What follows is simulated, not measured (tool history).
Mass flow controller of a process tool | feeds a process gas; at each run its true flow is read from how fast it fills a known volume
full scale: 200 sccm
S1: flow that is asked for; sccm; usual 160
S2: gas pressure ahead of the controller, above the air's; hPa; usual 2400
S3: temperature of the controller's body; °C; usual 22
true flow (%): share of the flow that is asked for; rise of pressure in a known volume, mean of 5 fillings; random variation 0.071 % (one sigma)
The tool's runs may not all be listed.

{"run": 1, "hour": 0.0, "S1": 160, "S2": 2400, "S3": 22, "true flow (%)": 101.25}
{"run": 2, "hour": 201.9, "S1": 160, "S2": 2400, "S3": 22, "true flow (%)": 101.41}
{"run": 3, "hour": 405.6, "S1": 160, "S2": 2400, "S3": 26, "true flow (%)": 101.92}
{"run": 4, "hour": 636.0, "S1": 160, "S2": 2400, "S3": 26, "true flow (%)": 101.88}
{"run": 5, "hour": 838.8, "S1": 160, "S2": 2400, "S3": 21, "true flow (%)": 101.48}
{"run": 6, "hour": 986.8, "S1": 160, "S2": 2400, "S3": 21, "true flow (%)": 101.68}
{"run": 7, "hour": 1182.2, "S1": 160, "S2": 2400, "S3": 21, "true flow (%)": 101.57}
{"run": 8, "hour": 1414.3, "S1": 37, "S2": 2400, "S3": 22, "true flow (%)": 103.12}
{"run": 9, "hour": 1579.7, "S1": 37, "S2": 2400, "S3": 22, "true flow (%)": 103.38}
{"run": 10, "hour": 1777.1, "S1": 37, "S2": 2400, "S3": 22, "true flow (%)": 103.37}
{"run": 11, "hour": 1965.9, "S1": 37, "S2": 2400, "S3": 22, "true flow (%)": 103.54}
{"run": 12, "hour": 2270.7, "S1": 160, "S2": 2400, "S3": 22, "true flow (%)": 102.0}
{"run": 13, "hour": 2500.9, "S1": 160, "S2": 2400, "S3": 22, "true flow (%)": 102.26}
{"run": 14, "hour": 2644.0, "S1": 47, "S2": 2400, "S3": 22, "true flow (%)": 103.04}
{"run": 15, "hour": 2946.0, "S1": 160, "S2": 1700, "S3": 22, "true flow (%)": 101.91}
{"run": 16, "hour": 3256.5, "S1": 160, "S2": 2520, "S3": 22, "true flow (%)": 102.63}
{"run": 17, "hour": 3567.7, "S1": 160, "S2": 1450, "S3": 22, "true flow (%)": 102.08}
{"run": 18, "hour": 3828.8, "S1": 160, "S2": 1450, "S3": 22, "true flow (%)": 100.96}
{"run": 19, "hour": 3997.2, "S1": 39, "S2": 1450, "S3": 22, "true flow (%)": 99.9}
{"run": 20, "hour": 4263.4, "S1": 39, "S2": 1450, "S3": 22, "true flow (%)": 99.91}
{"run": 21, "hour": 4420.0, "S1": 160, "S2": 2400, "S3": 36, "true flow (%)": 103.14}
{"run": 22, "hour": 4678.6, "S1": 160, "S2": 2400, "S3": 36, "true flow (%)": 103.25}
{"run": 23, "hour": 4808.0, "S1": 30, "S2": 2400, "S3": 22, "true flow (%)": 100.94}
{"run": 24, "hour": 4972.8, "S1": 160, "S2": 1560, "S3": 22, "true flow (%)": 101.46}
{"run": 25, "hour": 5206.7, "S1": 160, "S2": 1560, "S3": 22, "true flow (%)": 101.54}
{"run": 26, "hour": 5430.2, "S1": 160, "S2": 2400, "S3": 26, "true flow (%)": 102.51}
{"run": 27, "hour": 5731.8, "S1": 160, "S2": 2400, "S3": 26, "true flow (%)": 102.54}
{"run": 28, "hour": 5965.1, "S1": 101, "S2": 1510, "S3": 30, "true flow (%)": 102.1}
{"run": 29, "hour": 6277.4, "S1": 66, "S2": 2030, "S3": 38, "true flow (%)": 103.06}
{"run": 30, "hour": 6526.2, "S1": 181, "S2": 1480, "S3": 27, "true flow (%)": 102.61}
{"run": 31, "hour": 6692.7, "S1": 62, "S2": 2430, "S3": 22, "true flow (%)": 101.78}
{"run": 32, "hour": 6837.7, "S1": 20, "S2": 2430, "S3": 31, "true flow (%)": 104.26}
{"run": 33, "hour": 7068.5, "S1": 41, "S2": 1620, "S3": 31, "true flow (%)": 102.69}
{"run": 34, "hour": 7316.2, "S1": 41, "S2": 1620, "S3": 31, "true flow (%)": 102.87}
{"run": 35, "hour": 7449.8, "S1": 41, "S2": 1620, "S3": 31, "true flow (%)": 103.02}
{"run": 36, "hour": 7705.9, "S1": 26, "S2": 2490, "S3": 26, "true flow (%)": 103.87}
{"run": 37, "hour": 7909.4, "S1": 26, "S2": 1960, "S3": 27, "true flow (%)": 103.87}
{"run": 38, "hour": 8156.7, "S1": 26, "S2": 1960, "S3": 27, "true flow (%)": 104.1}
{"run": 39, "hour": 8378.4, "S1": 160, "S2": 1850, "S3": 34, "true flow (%)": 104.01}
{"run": 40, "hour": 8631.4, "S1": 45, "S2": 1590, "S3": 20, "true flow (%)": 102.4}
{"run": 41, "hour": 8928.8, "S1": 76, "S2": 2400, "S3": 33, "true flow (%)": 103.88}
{"run": 42, "hour": 9174.1, "S1": 114, "S2": 1490, "S3": 34, "true flow (%)": 103.62}
{"run": 43, "hour": 9364.8, "S1": 32, "S2": 1990, "S3": 24, "true flow (%)": 104.29}
{"run": 44, "hour": 9491.5, "S1": 32, "S2": 1990, "S3": 24, "true flow (%)": 104.33}
{"run": 45, "hour": 9710.3, "S1": 32, "S2": 1990, "S3": 24, "true flow (%)": 104.59}
{"run": 46, "hour": 9922.9, "S1": 108, "S2": 2420, "S3": 21, "true flow (%)": 103.11}
{"run": 47, "hour": 10213.0, "S1": 160, "S2": 1470, "S3": 29, "true flow (%)": 103.62}

Not shown: 2 entries that the log had between the listed runs. Between which runs, and how does the tool's hidden state differ before and after?
Between runs 16 and 17: controller's zero set anew (hour 3282.3)
  flow at rest that the sensor doesn't see, % of full scale: 0.808 -> 0.929; true flow over the shown one, %: 1.94 -> 2
  measured less the result without the state, true flow (%): +2.94 -> +3.16
Between runs 17 and 18: controller's zero set anew, once more (hour 3828.1)
  flow at rest that the sensor doesn't see, % of full scale: 0.929 -> 0.031; true flow over the shown one, %: 2 -> 2.06
  measured less the result without the state, true flow (%): +3.16 -> +2.10
